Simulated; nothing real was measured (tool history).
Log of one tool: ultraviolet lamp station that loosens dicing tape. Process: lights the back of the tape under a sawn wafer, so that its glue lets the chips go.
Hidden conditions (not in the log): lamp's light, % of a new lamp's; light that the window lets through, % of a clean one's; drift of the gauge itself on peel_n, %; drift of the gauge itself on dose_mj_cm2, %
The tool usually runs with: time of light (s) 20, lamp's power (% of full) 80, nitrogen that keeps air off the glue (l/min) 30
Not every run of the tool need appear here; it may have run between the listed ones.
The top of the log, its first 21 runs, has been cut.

run   hour  time of light (s)  lamp's power (% of full)  nitrogen that keeps air off the glue (l/min)  hours of work of the lamp  hours of work since the window was cleaned  force that peels the tape off (N)  light that reached the tape (J/m2)
 22  153.0                 20                        75                                            18                        168                                         572                              0.920                                3060
 23  158.0                 38                        80                                            46                        172                                         576                              0.273                                6230
 24  166.3                 15                        80                                            25                        178                                         582                              1.046                                2490
 25  172.4                 15                        80                                            25                        183                                         587                              1.083                                2430
 26  178.0                 15                        80                                            25                        187                                         591                              1.058                                2430
 27  184.2                 12                        85                                            30                        192                                         596                              1.218                                2050
 28  194.5                 20                        72                                            59                        200                                         604                              0.675                                2900
 29  199.3                 12                        80                                            13                        203                                         607                              1.542                                1920
 30  209.3                 12                        80                                            13                        211                                         615                              1.526                                1880
 31  216.9                 38                        66                                            30                        216                                         620                              0.387                                4980
 32  223.3                 19                        71                                            47                        221                                         625                              0.769                                2660
 33  232.2                 19                        71                                            47                        228                                         632                              0.803                                2680
 34  241.2                 19                        71                                            47                        234                                         638                              0.784                                2670
 35  250.2                 19                        71                                            47                        241                                         645                              0.819                                2690
 36  260.6                 19                        71                                            47                        249                                         653                              0.774                                2640
 37  270.3                 12                        95                                            31                        256                                         660                              1.069                                2220
 38  277.5                 18                        74                                            10                        262                                         666                              1.287                                2630

3 options for the next run, each taken on its own from the tool as it stands now. Forecast them:
  A  283.8                 17                        75                                            38                        266                                         670                                  ?                                   ?
  B  283.8                 18                        74                                            43                        266                                         670                                  ?                                   ?
  C  283.8                 33                        88                                            26                        266                                         670                                  ?                                   ?

run  force that peels the tape off (N)  light that reached the tape (J/m2)
  A                              0.933                                2510
  B                              0.813                                2630
  C                              0.350                                5710
With the hidden condition removed and each run's random variation left untouched, the same runs would have given:
run  force that peels the tape off (N)  light that reached the tape (J/m2)
  A                              0.699                                3160
  B                              0.600                                3310
  C                              0.272                                7190

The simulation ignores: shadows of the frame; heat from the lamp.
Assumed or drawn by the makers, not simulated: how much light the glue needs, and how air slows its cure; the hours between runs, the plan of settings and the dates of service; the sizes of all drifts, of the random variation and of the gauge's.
